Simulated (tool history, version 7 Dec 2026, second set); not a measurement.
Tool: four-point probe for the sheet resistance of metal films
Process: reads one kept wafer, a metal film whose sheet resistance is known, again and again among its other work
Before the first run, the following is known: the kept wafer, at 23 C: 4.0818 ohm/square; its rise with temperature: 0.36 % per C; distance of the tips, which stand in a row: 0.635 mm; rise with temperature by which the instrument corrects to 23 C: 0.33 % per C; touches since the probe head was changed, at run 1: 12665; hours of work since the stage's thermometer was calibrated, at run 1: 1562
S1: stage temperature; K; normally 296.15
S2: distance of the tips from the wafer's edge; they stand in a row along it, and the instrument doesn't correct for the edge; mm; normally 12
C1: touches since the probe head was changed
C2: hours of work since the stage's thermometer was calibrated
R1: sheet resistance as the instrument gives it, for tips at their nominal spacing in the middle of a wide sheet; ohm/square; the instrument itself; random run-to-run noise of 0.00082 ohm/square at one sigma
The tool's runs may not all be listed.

run	day	S1	S2	C1	C2	R1
1	0	296.15	12	12665	1562	4.086911
2	0.838	296.15	12	13421	1575	4.088201
3	1.633	305.15	12	14137	1588	4.096695
4	2.271	305.15	12	14710	1598	4.096144
5	2.729	305.15	12	15122	1605	4.097009
6	3.575	308.15	12	15886	1619	4.098182
7	4.15	308.15	12	16405	1628	4.098936
8	4.883	308.15	12	17065	1639	4.100174
9	5.908	308.15	12	17987	1655	4.09984
10	6.883	308.15	12	18868	1671	4.099541
11	7.542	308.15	12	19458	1681	4.098911
12	8.546	296.15	12	20362	1697	4.088166
13	9.212	296.15	12	20964	1708	4.088335
14	10.183	296.15	64	21838	1723	4.08318
15	10.8	296.15	64	22393	1733	4.081562
16	11.621	298.15	35	23134	1746	4.084161
17	12.612	298.15	35	24028	1761	4.082817
18	13.521	299.15	16	24845	1776	4.086598
19	14.125	296.15	3	25391	1785	4.176691
20	14.938	296.15	3	26123	1798	4.178086
21	15.75	305.15	40	26855	1811	4.09147
22	16.517	301.15	6	27544	1823	4.111262

Expected results for the next run?
23	17.454	292.15	64	28388	1838	?

R1: 4.078458 ohm/square
Take away the tool's hidden state, keep the run-to-run variation as it was, and the same run would have given R1 4.078419 ohm/square.

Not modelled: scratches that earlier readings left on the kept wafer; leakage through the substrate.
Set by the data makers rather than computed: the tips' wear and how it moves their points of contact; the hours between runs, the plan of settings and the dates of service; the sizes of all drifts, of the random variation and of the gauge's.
